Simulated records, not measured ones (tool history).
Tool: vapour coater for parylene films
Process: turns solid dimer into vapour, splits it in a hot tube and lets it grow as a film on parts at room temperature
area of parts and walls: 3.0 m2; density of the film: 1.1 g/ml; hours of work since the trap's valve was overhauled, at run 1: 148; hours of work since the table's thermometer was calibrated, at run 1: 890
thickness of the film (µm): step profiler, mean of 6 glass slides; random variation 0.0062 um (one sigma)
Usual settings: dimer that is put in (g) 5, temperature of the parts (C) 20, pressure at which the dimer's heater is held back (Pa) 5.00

run	day	dimer that is put in (g)	temperature of the parts (C)	pressure at which the dimer's heater is held back (Pa)	hours of work since the trap's valve was overhauled	hours of work since the table's thermometer was calibrated	thickness of the film (µm)
1	0.000	5	20	5.00	148	890	0.733
2	0.771	5	20	5.00	163	906	0.714
3	2.000	5	17	5.00	188	931	0.767
4	2.754	5	17	5.00	204	946	0.766
5	4.108	5	17	5.00	231	974	0.760
6	5.388	3	17	5.00	257	1000	0.455
7	6.733	3	17	5.00	285	1027	0.449
# day 7.667: trap's valve overhauled
8	8.017	3	17	5.00	7	1050	0.417
9	9.454	3	12	5.00	36	1079	0.474
10	10.200	3	12	5.00	52	1094	0.474
11	11.475	3	12	5.00	78	1120	0.472
12	12.654	5	20	2.72	102	1144	0.699
13	13.588	2	20	11.64	121	1163	0.210
# day 13.846: trap's valve overhauled, once more
14	14.862	3	15	2.14	21	1186	0.629
15	15.592	4	23	5.00	36	1201	0.545
16	16.254	5	28	5.00	49	1214	0.605
17	16.888	5	16	2.21	62	1227	0.971
18	18.133	5	16	2.21	87	1253	0.963
19	18.721	5	16	2.21	99	1265	0.958
20	20.146	5	28	5.00	128	1294	0.586
21	21.388	5	19	2.45	154	1319	0.845
22	22.762	3	18	5.18	182	1347	0.445
23	23.550	2	18	3.06	198	1363	0.327

4 ways to go on from here, each from the tool as it stands after run 23. What would each give?
A	24.392	3	17	4.05	215	1380	?
B	24.392	2	25	3.06	215	1380	?
C	24.392	8	20	4.08	215	1380	?
D	24.392	9	25	2.71	215	1380	?

run	thickness of the film (µm)
A	0.478
B	0.259
C	1.167
D	1.229
Without the tool's hidden state the same runs would have given:
run	thickness of the film (µm)
A	0.532
B	0.290
C	1.300
D	1.371
